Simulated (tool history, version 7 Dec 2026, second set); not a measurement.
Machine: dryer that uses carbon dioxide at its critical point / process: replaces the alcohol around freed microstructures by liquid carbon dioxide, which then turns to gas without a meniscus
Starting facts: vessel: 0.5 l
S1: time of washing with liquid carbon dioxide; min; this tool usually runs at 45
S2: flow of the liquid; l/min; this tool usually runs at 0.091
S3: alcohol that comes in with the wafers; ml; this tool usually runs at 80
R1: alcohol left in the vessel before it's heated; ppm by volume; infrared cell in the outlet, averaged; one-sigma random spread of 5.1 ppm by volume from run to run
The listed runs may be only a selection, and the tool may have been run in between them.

| run | hour | S1 | S2 | S3 | R1 |
|---|---|---|---|---|---|
| 1 | 0 | 45 | 0.091 | 80 | 114 |
| 2 | 27.3 | 60 | 0.091 | 80 | 41 |
| 3 | 60 | 60 | 0.091 | 80 | 55 |
| 4 | 74.4 | 60 | 0.091 | 80 | 56 |
|  | 87.8 | inlet filter changed |
| 5 | 96.5 | 60 | 0.091 | 80 | 45 |
| 6 | 113.7 | 60 | 0.091 | 80 | 62 |
| 7 | 139.3 | 45 | 0.091 | 87 | 112 |
| 8 | 157.2 | 45 | 0.091 | 87 | 105 |
| 9 | 175.8 | 45 | 0.091 | 87 | 114 |
| 10 | 201.9 | 45 | 0.091 | 80 | 110 |
| 11 | 231.7 | 45 | 0.091 | 80 | 116 |
| 12 | 247.4 | 45 | 0.091 | 80 | 117 |
| 13 | 264.6 | 45 | 0.1074 | 80 | 70 |
| 14 | 283.6 | 45 | 0.0573 | 80 | 1200 |
| 15 | 301.3 | 49 | 0.0573 | 88 | 904 |
| 16 | 316.3 | 51 | 0.1131 | 37 | 70 |
| 17 | 337.9 | 51 | 0.1131 | 37 | 72 |
| 18 | 359 | 56 | 0.0787 | 31 | 79 |
| 19 | 387.6 | 45 | 0.1355 | 27 | 74 |
| 20 | 410.9 | 68 | 0.1526 | 85 | 82 |
| 21 | 441.2 | 39 | 0.091 | 80 | 267 |
| 22 | 468.1 | 47 | 0.091 | 80 | 119 |
| 23 | 495.6 | 56 | 0.1435 | 80 | 89 |
| 24 | 511.9 | 62 | 0.111 | 111 | 93 |
| 25 | 540.5 | 62 | 0.111 | 111 | 95 |
| 26 | 558.3 | 39 | 0.091 | 80 | 283 |

Selected run-to-run steps in R1, each split into two signed amounts: the part the tool would show with no hidden state at all (from settings, incoming material and random variation), and the remainder, which goes to the hidden state together with any gauge scatter not common to the measured and the hidden-state-free results:
Hidden state present: flow that reaches the vessel past the clogged filter, %; alcohol in the recycled carbon dioxide, ppm; drift of the gauge itself on alcohol_ppm, %.
Run 13 -> 14: S2 0.1074 -> 0.0573. R1 +1130 ppm by volume: hidden state +75, all else +1055.
Run 15 -> 16: S1 49 -> 51, S2 0.0573 -> 0.1131, S3 88 -> 37. R1 -834 ppm by volume: hidden state -63, all else -771.
